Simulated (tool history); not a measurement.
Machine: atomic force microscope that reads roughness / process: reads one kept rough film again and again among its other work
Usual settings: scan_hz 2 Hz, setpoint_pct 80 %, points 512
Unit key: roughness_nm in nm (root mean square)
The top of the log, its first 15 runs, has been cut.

run,hour,scan_hz,setpoint_pct,points,roughness_nm
16,111.8,2,80,512,1.017
17,121,2,80,512,1.006
18,127.7,2,80,512,0.99
# hour 131.2: new tip fitted
19,134.1,2,80,512,1.145
20,144.4,2,80,512,1.134
21,154.1,2,80,512,1.118
22,164.5,2,68,512,1.151
23,174.5,1.29,80,512,1.117
24,183.2,1.29,80,512,1.113
25,190.2,1.29,80,512,1.098
26,198.8,1.29,80,512,1.087

Predict the results of run 27:
27,207.9,2,80,512,?

roughness_nm: 1.061 nm (root mean square)
Take away the tool's hidden state, keep the run-to-run variation as it was, and the same run would have given roughness_nm 1.161 nm (root mean square).

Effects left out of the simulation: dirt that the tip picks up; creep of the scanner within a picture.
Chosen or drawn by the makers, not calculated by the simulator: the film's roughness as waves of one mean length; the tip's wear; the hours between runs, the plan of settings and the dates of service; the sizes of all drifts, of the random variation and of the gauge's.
